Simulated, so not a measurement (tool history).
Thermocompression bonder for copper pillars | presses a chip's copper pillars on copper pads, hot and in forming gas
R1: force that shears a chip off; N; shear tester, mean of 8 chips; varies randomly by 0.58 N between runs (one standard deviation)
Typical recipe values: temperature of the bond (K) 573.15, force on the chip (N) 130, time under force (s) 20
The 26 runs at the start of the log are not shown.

run 27 day=8.133 | temperature_of_the_bond_(K)=547.15 force_on_the_chip_(N)=143 time_under_force_(s)=34 | R1=58.8
run 28 day=8.342 | temperature_of_the_bond_(K)=569.15 force_on_the_chip_(N)=185 time_under_force_(s)=34 | R1=99.1
run 29 day=8.517 | temperature_of_the_bond_(K)=569.15 force_on_the_chip_(N)=185 time_under_force_(s)=34 | R1=98.8
run 30 day=8.954 | temperature_of_the_bond_(K)=597.15 force_on_the_chip_(N)=156 time_under_force_(s)=34 | R1=115.4
run 31 day=9.346 | temperature_of_the_bond_(K)=597.15 force_on_the_chip_(N)=156 time_under_force_(s)=34 | R1=115.9
run 32 day=9.625 | temperature_of_the_bond_(K)=579.15 force_on_the_chip_(N)=114 time_under_force_(s)=20 | R1=62.3
run 33 day=9.896 | temperature_of_the_bond_(K)=546.15 force_on_the_chip_(N)=180 time_under_force_(s)=57 | R1=86.5
run 34 day=10.325 | temperature_of_the_bond_(K)=546.15 force_on_the_chip_(N)=180 time_under_force_(s)=57 | R1=86.6
run 35 day=10.642 | temperature_of_the_bond_(K)=548.15 force_on_the_chip_(N)=102 time_under_force_(s)=38 | R1=45.2
run 36 day=10.933 | temperature_of_the_bond_(K)=548.15 force_on_the_chip_(N)=102 time_under_force_(s)=38 | R1=45.9
run 37 day=11.362 | temperature_of_the_bond_(K)=581.15 force_on_the_chip_(N)=106 time_under_force_(s)=18 | R1=57.8
run 38 day=11.583 | temperature_of_the_bond_(K)=589.15 force_on_the_chip_(N)=106 time_under_force_(s)=18 | R1=64.4
run 39 day=11.888 | temperature_of_the_bond_(K)=592.15 force_on_the_chip_(N)=130 time_under_force_(s)=29 | R1=93.5

Here are 5 independent what-if runs from the current tool condition. What would each one return?
run A day=12.150 | temperature_of_the_bond_(K)=602.15 force_on_the_chip_(N)=130 time_under_force_(s)=29 | R1=?
run B day=12.150 | temperature_of_the_bond_(K)=592.15 force_on_the_chip_(N)=93 time_under_force_(s)=29 | R1=?
run C day=12.150 | temperature_of_the_bond_(K)=573.15 force_on_the_chip_(N)=187 time_under_force_(s)=24 | R1=?
run D day=12.150 | temperature_of_the_bond_(K)=575.15 force_on_the_chip_(N)=102 time_under_force_(s)=13 | R1=?
run E day=12.150 | temperature_of_the_bond_(K)=588.15 force_on_the_chip_(N)=90 time_under_force_(s)=19 | R1=?

run=A R1=103.7
run=B R1=72.4
run=C R1=93.6
run=D R1=45.0
run=E R1=56.0
The same runs, with their run-to-run variation unchanged, on a tool lacking any hidden condition would have given:
run=A R1=104.3
run=B R1=72.9
run=C R1=94.1
run=D R1=45.3
run=E R1=56.4

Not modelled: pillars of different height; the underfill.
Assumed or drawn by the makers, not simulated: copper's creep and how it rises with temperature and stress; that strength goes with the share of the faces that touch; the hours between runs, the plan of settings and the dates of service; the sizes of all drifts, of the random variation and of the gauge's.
